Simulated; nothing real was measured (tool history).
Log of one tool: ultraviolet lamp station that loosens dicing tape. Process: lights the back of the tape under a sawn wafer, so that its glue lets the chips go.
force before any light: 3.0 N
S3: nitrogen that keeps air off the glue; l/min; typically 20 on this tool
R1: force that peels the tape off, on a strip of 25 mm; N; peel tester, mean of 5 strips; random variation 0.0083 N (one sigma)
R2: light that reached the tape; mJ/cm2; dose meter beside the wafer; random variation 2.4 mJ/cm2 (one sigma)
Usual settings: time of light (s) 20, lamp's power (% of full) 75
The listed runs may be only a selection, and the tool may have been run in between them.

run 1 hour=0.0 | time_of_light_(s)=20 lamp's_power_(%_of_full)=75 S3=20 | R1=0.325 R2=277
run 2 hour=6.5 | time_of_light_(s)=20 lamp's_power_(%_of_full)=75 S3=20 | R1=0.333 R2=277
run 3 hour=13.2 | time_of_light_(s)=30 lamp's_power_(%_of_full)=75 S3=20 | R1=0.157 R2=416
run 4 hour=18.3 | time_of_light_(s)=30 lamp's_power_(%_of_full)=75 S3=20 | R1=0.155 R2=415
run 5 hour=26.1 | time_of_light_(s)=20 lamp's_power_(%_of_full)=75 S3=20 | R1=0.332 R2=278
run 6 hour=37.6 | time_of_light_(s)=20 lamp's_power_(%_of_full)=75 S3=20 | R1=0.342 R2=276
run 7 hour=44.4 | time_of_light_(s)=20 lamp's_power_(%_of_full)=75 S3=20 | R1=0.325 R2=278
run 8 hour=52.7 | time_of_light_(s)=20 lamp's_power_(%_of_full)=75 S3=20 | R1=0.327 R2=279
run 9 hour=61.2 | time_of_light_(s)=13 lamp's_power_(%_of_full)=75 S3=20 | R1=0.680 R2=180
run 10 hour=67.4 | time_of_light_(s)=11 lamp's_power_(%_of_full)=73 S3=7 | R1=1.161 R2=149
run 11 hour=73.7 | time_of_light_(s)=20 lamp's_power_(%_of_full)=66 S3=20 | R1=0.431 R2=243
run 12 hour=78.6 | time_of_light_(s)=25 lamp's_power_(%_of_full)=93 S3=10 | R1=0.203 R2=427
run 13 hour=84.0 | time_of_light_(s)=13 lamp's_power_(%_of_full)=96 S3=20 | R1=0.453 R2=232
run 14 hour=91.6 | time_of_light_(s)=31 lamp's_power_(%_of_full)=65 S3=20 | R1=0.171 R2=374
-- hour=103.4 window cleaned of glue's vapour
run 15 hour=103.4 | time_of_light_(s)=19 lamp's_power_(%_of_full)=75 S3=27 | R1=0.308 R2=262

Consider 5 possible next runs. They are alternatives, not a sequence: every one starts from the tool as it was left by run 15. What does each give?
run A hour=111.3 | time_of_light_(s)=23 lamp's_power_(%_of_full)=75 S3=27 | R1=? R2=?
run B hour=111.3 | time_of_light_(s)=10 lamp's_power_(%_of_full)=60 S3=27 | R1=? R2=?
run C hour=111.3 | time_of_light_(s)=39 lamp's_power_(%_of_full)=75 S3=27 | R1=? R2=?
run D hour=111.3 | time_of_light_(s)=15 lamp's_power_(%_of_full)=67 S3=12 | R1=? R2=?
run E hour=111.3 | time_of_light_(s)=32 lamp's_power_(%_of_full)=63 S3=6 | R1=? R2=?

run=A R1=0.222 R2=320
run=B R1=1.145 R2=110
run=C R1=0.098 R2=543
run=D R1=0.801 R2=189
run=E R1=0.371 R2=369
Without the tool's unlogged condition, the same runs would have read:
run=A R1=0.222 R2=320
run=B R1=1.145 R2=111
run=C R1=0.098 R2=543
run=D R1=0.801 R2=190
run=E R1=0.371 R2=369
